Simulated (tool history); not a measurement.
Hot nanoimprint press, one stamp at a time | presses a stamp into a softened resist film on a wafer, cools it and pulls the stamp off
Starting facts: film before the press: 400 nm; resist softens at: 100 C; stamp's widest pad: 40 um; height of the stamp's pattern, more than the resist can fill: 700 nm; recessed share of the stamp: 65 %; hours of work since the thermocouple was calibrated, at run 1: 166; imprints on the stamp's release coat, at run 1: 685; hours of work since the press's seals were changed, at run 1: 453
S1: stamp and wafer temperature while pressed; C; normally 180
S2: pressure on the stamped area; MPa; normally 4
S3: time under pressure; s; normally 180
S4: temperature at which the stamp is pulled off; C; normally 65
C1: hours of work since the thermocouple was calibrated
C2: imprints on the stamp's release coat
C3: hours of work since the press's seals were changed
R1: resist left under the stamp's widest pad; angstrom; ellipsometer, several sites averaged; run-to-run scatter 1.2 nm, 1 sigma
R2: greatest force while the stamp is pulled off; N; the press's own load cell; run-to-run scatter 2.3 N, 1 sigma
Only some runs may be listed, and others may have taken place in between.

run   hour   S1    S2   S3  S4   C1    C2   C3    R1   R2
  1      0  180     4  180  65  166   685  453  2259  121
  2   18.3  180     4  100  65  175   725  463  2667  117
  3   47.8  180     4  100  65  191   791  479  2663  126
  4   65.1  180     4  100  65  200   829  488  2677  121
  5     92  180     4  180  56  215   889  503  2295  149
  6  112.4  180     4  180  56  226   934  514  2311  151
  7  139.8  180     4  180  65  241   995  528  2310  132
  8  160.1  180     4  180  65  251  1040  539  2297  131
  9  179.2  180  5.31  180  65  262  1082  549  2038  120
 10    204  180  6.19  143  65  275  1137  563  2060  128
 11  232.7  180  6.19  143  65  290  1200  578  2055  130
 12  253.2  180  6.19  143  65  301  1246  589  2057  137
 13  269.5  180  2.88  180  61  310  1282  598  2650  147
 14  299.3  180  2.88  180  61  326  1348  614  2654  143
 15  316.9  180     4  184  65  335  1387  623  2312  139
 16  340.1  180  5.38  180  65  348  1438  636  2089  139
 17  366.9  178  3.83  152  69  362  1498  650  2595  128

The same runs without the tool's hidden state, with the same run-to-run variation:
The hidden state here: true temperature over the reading, C; pressure that arrives at the usual setting, %; grip of the stamp's worn release coat, % over a new coat's; drift of the gauge itself on residual_nm, %; drift of the gauge itself on pull_off_n, %.
run    R1   R2
  1  2188  103
  2  2593   99
  3  2584  105
  4  2595   99
  5  2207  122
  6  2220  122
  7  2214  106
  8  2200  104
  9  1928   94
 10  1936   99
 11  1925   99
 12  1924  104
 13  2546  111
 14  2546  106
 15  2188  102
 16  1948  100
 17  2462   92
